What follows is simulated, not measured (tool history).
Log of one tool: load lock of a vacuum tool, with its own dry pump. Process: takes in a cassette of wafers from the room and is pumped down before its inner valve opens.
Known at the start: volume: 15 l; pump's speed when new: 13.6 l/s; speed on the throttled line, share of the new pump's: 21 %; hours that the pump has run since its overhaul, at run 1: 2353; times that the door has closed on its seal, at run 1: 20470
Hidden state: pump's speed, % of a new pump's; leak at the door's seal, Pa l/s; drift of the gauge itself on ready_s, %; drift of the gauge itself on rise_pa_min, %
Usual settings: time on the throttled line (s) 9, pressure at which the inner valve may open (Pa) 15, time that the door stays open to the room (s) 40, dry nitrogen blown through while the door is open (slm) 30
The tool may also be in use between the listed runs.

run    hour  time on the throttled line (s)  pressure at which the inner valve may open (Pa)  time that the door stays open to the room (s)  dry nitrogen blown through while the door is open (slm)  hours that the pump has run since its overhaul  times that the door has closed on its seal  incoming humidity of the room's air, %  time from the closed door until the inner valve may open (s)  rise of the pressure with all valves shut (Pa/min)
  1     0.0                               9                                               15                                             40                                                       30                                            2353                                       20470                                    41.8                                                          16.7                                               0.138
  2   211.4                               9                                               15                                             40                                                       30                                            2565                                       21147                                    45.9                                                          17.1                                               0.150
  3   445.8                               9                                               15                                             40                                                       30                                            2799                                       21897                                    43.4                                                          16.8                                               0.145
  4   631.4                               9                                               15                                            104                                                       30                                            2985                                       22491                                    43.4                                                          17.0                                               0.185
  5   752.1                               9                                               15                                             40                                                       37                                            3105                                       22877                                    44.5                                                          16.9                                               0.153
  6   997.7                               9                                               15                                             40                                                       30                                            3351                                       23663                                    47.7                                                          16.9                                               0.161
  7  1192.8                               9                                               15                                             40                                                       30                                            3546                                       24287                                    43.3                                                          17.0                                               0.167
  8  1345.3                               9                                               15                                             40                                                       30                                            3699                                       24775                                    43.9                                                          17.0                                               0.176
  9  1561.6                               9                                               15                                             40                                                       30                                            3915                                       25467                                    48.4                                                          17.2                                               0.184
 10  1775.2                               9                                               15                                             40                                                       30                                            4129                                       26151                                    46.9                                                          17.3                                               0.187
 11  2040.9                               9                                               15                                             40                                                       30                                            4394                                       27001                                    45.1                                                          17.2                                               0.190
 12  2287.4                               7                                               15                                             82                                                       30                                            4641                                       27790                                    44.7                                                          15.9                                               0.223
 13  2429.4                              12                                               15                                             92                                                       26                                            4783                                       28244                                    45.5                                                          19.3                                               0.237
 14  2560.1                              12                                               15                                             92                                                       26                                            4913                                       28662                                    44.4                                                          19.5                                               0.234
 15  2671.3                              12                                               29                                             92                                                        8                                            5025                                       29018                                    41.2                                                          18.7                                               0.254
 16  2906.2                              12                                               29                                             66                                                        8                                            5259                                       29770                                    47.1                                                          18.9                                               0.256
 17  3090.3                               9                                               15                                             40                                                       41                                            5444                                       30359                                    44.0                                                          17.2                                               0.211

Hidden state or all else? Some run-to-run changes of time from the closed door until the inner valve may open (s), split into what the settings, what came in and random variation would give without the hidden state, and what is left for the hidden state (with any gauge scatter that isn't in both results):
Run 1 -> 2: no setting changed, nothing entered. time from the closed door until the inner valve may open (s) +0.4: hidden state +0.1, all else +0.3.
Run 12 -> 13: time on the throttled line (s) 7 -> 12, time that the door stays open to the room (s) 82 -> 92, dry nitrogen blown through while the door is open (slm) 30 -> 26. time from the closed door until the inner valve may open (s) +3.4: hidden state -0.1, all else +3.5.

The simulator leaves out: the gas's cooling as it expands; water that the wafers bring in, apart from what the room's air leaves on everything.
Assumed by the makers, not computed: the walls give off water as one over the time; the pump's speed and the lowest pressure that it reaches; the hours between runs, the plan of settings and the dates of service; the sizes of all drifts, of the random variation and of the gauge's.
